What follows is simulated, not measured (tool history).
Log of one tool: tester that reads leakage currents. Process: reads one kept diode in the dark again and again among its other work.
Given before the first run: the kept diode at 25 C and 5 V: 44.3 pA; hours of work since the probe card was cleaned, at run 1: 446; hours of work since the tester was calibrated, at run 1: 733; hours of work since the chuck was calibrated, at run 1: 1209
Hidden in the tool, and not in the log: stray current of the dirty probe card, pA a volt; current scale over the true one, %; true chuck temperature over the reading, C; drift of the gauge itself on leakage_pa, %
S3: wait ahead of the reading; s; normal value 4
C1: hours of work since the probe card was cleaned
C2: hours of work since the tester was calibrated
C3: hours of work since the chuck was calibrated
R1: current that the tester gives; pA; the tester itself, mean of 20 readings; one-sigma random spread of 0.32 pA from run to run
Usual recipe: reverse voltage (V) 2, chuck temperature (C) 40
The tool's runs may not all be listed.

run 1 hour=0 | reverse_voltage_(V)=2 chuck_temperature_(C)=40 S3=4 | C1=446 C2=733 C3=1209 | R1=99.68
run 2 hour=63.9 | reverse_voltage_(V)=2 chuck_temperature_(C)=40 S3=4 | C1=476 C2=763 C3=1238 | R1=99.34
run 3 hour=107 | reverse_voltage_(V)=2 chuck_temperature_(C)=40 S3=2.02 | C1=495 C2=783 C3=1258 | R1=100.14
run 4 hour=140.9 | reverse_voltage_(V)=2 chuck_temperature_(C)=40 S3=4 | C1=511 C2=798 C3=1274 | R1=99.46
run 5 hour=184.8 | reverse_voltage_(V)=2 chuck_temperature_(C)=40 S3=4 | C1=531 C2=819 C3=1294 | R1=99.38
run 6 hour=242.9 | reverse_voltage_(V)=2 chuck_temperature_(C)=40 S3=4 | C1=558 C2=845 C3=1321 | R1=99.37
run 7 hour=269.4 | reverse_voltage_(V)=2 chuck_temperature_(C)=40 S3=4 | C1=570 C2=858 C3=1333 | R1=99.46
run 8 hour=319.6 | reverse_voltage_(V)=1.16 chuck_temperature_(C)=40 S3=4 | C1=593 C2=881 C3=1356 | R1=81.45
run 9 hour=347 | reverse_voltage_(V)=1.16 chuck_temperature_(C)=40 S3=4 | C1=606 C2=893 C3=1369 | R1=81.55
run 10 hour=403.7 | reverse_voltage_(V)=2 chuck_temperature_(C)=40 S3=5.77 | C1=632 C2=920 C3=1395 | R1=99.91
run 11 hour=467.7 | reverse_voltage_(V)=2 chuck_temperature_(C)=40 S3=5.77 | C1=662 C2=949 C3=1424 | R1=99.25
run 12 hour=504.8 | reverse_voltage_(V)=2 chuck_temperature_(C)=40 S3=5.77 | C1=679 C2=966 C3=1442 | R1=99.4
run 13 hour=533.2 | reverse_voltage_(V)=2 chuck_temperature_(C)=20 S3=4 | C1=692 C2=979 C3=1455 | R1=22.22
run 14 hour=575.8 | reverse_voltage_(V)=2 chuck_temperature_(C)=20 S3=1.65 | C1=712 C2=999 C3=1474 | R1=22.34
run 15 hour=603.4 | reverse_voltage_(V)=2 chuck_temperature_(C)=20 S3=1.65 | C1=724 C2=1012 C3=1487 | R1=22.24
run 16 hour=655.6 | reverse_voltage_(V)=2 chuck_temperature_(C)=20 S3=1.65 | C1=748 C2=1036 C3=1511 | R1=22.39
run 17 hour=694.5 | reverse_voltage_(V)=2 chuck_temperature_(C)=20 S3=1.65 | C1=766 C2=1054 C3=1529 | R1=22.43
run 18 hour=721.5 | reverse_voltage_(V)=2 chuck_temperature_(C)=20 S3=1.65 | C1=779 C2=1066 C3=1542 | R1=22.44
run 19 hour=752.9 | reverse_voltage_(V)=2 chuck_temperature_(C)=20 S3=1.65 | C1=793 C2=1081 C3=1556 | R1=22.41
run 20 hour=780.4 | reverse_voltage_(V)=2 chuck_temperature_(C)=52 S3=4 | C1=806 C2=1093 C3=1569 | R1=231.8
run 21 hour=819.3 | reverse_voltage_(V)=2.51 chuck_temperature_(C)=39 S3=0.36 | C1=824 C2=1111 C3=1587 | R1=101.65
run 22 hour=860.9 | reverse_voltage_(V)=2.51 chuck_temperature_(C)=39 S3=0.36 | C1=843 C2=1130 C3=1606 | R1=101.33
run 23 hour=925 | reverse_voltage_(V)=1.16 chuck_temperature_(C)=22 S3=3.54 | C1=873 C2=1160 C3=1635 | R1=20.74
run 24 hour=963.3 | reverse_voltage_(V)=2.46 chuck_temperature_(C)=24 S3=4 | C1=890 C2=1178 C3=1653 | R1=33.23
run 25 hour=1016.8 | reverse_voltage_(V)=10.28 chuck_temperature_(C)=24 S3=2.03 | C1=915 C2=1202 C3=1678 | R1=66.33
run 26 hour=1058.7 | reverse_voltage_(V)=10.28 chuck_temperature_(C)=24 S3=2.03 | C1=934 C2=1222 C3=1697 | R1=67.2
run 27 hour=1105.1 | reverse_voltage_(V)=4.43 chuck_temperature_(C)=24 S3=2.03 | C1=956 C2=1243 C3=1718 | R1=43.9
run 28 hour=1162.2 | reverse_voltage_(V)=4.43 chuck_temperature_(C)=24 S3=2.03 | C1=982 C2=1269 C3=1745 | R1=43.9
run 29 hour=1220.4 | reverse_voltage_(V)=16.14 chuck_temperature_(C)=32 S3=2.37 | C1=1009 C2=1296 C3=1772 | R1=139.41
run 30 hour=1277.8 | reverse_voltage_(V)=3.12 chuck_temperature_(C)=40 S3=0.42 | C1=1036 C2=1323 C3=1798 | R1=118.07
run 31 hour=1332.7 | reverse_voltage_(V)=3.12 chuck_temperature_(C)=26 S3=0.42 | C1=1061 C2=1348 C3=1824 | R1=43.87
run 32 hour=1389.3 | reverse_voltage_(V)=19.78 chuck_temperature_(C)=33 S3=0.42 | C1=1087 C2=1374 C3=1850 | R1=170.63
run 33 hour=1444.4 | reverse_voltage_(V)=3.12 chuck_temperature_(C)=40 S3=2.14 | C1=1112 C2=1400 C3=1875 | R1=117.61
run 34 hour=1494 | reverse_voltage_(V)=4.46 chuck_temperature_(C)=34 S3=0.52 | C1=1135 C2=1423 C3=1898 | R1=89.59
run 35 hour=1545.6 | reverse_voltage_(V)=1.52 chuck_temperature_(C)=34 S3=0.52 | C1=1159 C2=1446 C3=1922 | R1=57.37
run 36 hour=1579.1 | reverse_voltage_(V)=13.35 chuck_temperature_(C)=29 S3=4 | C1=1175 C2=1462 C3=1937 | R1=108.5
run 37 hour=1631.8 | reverse_voltage_(V)=6.85 chuck_temperature_(C)=20 S3=0.53 | C1=1199 C2=1486 C3=1961 | R1=46.3
run 38 hour=1694 | reverse_voltage_(V)=6.85 chuck_temperature_(C)=20 S3=0.53 | C1=1228 C2=1515 C3=1990 | R1=46.59
run 39 hour=1725.2 | reverse_voltage_(V)=6.85 chuck_temperature_(C)=20 S3=0.53 | C1=1242 C2=1529 C3=2005 | R1=46.85
run 40 hour=1771.9 | reverse_voltage_(V)=1.19 chuck_temperature_(C)=52 S3=4 | C1=1264 C2=1551 C3=2026 | R1=188.69

Table of differences, measured result less the result of that run with no hidden state. Run-to-run variation is the same in both. Gauge scatter possibly is not:
run=1 R1=-4.42
run=2 R1=-4.44
run=3 R1=-4.5
run=4 R1=-4.5
run=5 R1=-4.53
run=6 R1=-4.56
run=7 R1=-4.59
run=8 R1=-4.38
run=9 R1=-4.43
run=10 R1=-4.71
run=11 R1=-4.73
run=12 R1=-4.76
run=13 R1=+0.96
run=14 R1=+1.01
run=15 R1=+1.03
run=16 R1=+1.09
run=17 R1=+1.14
run=18 R1=+1.17
run=19 R1=+1.2
run=20 R1=-14.75
run=21 R1=-4.29
run=22 R1=-4.3
run=23 R1=+0.08
run=24 R1=+1.32
run=25 R1=+13.01
run=26 R1=+13.41
run=27 R1=+4.36
run=28 R1=+4.52
run=29 R1=+19.99
run=30 R1=-4.71
run=31 R1=+2.26
run=32 R1=+27.43
run=33 R1=-4.73
run=34 R1=+1.05
run=35 R1=-2.54
run=36 R1=+20.76
run=37 R1=+11.91
run=38 R1=+12.2
run=39 R1=+12.39
run=40 R1=-16.36

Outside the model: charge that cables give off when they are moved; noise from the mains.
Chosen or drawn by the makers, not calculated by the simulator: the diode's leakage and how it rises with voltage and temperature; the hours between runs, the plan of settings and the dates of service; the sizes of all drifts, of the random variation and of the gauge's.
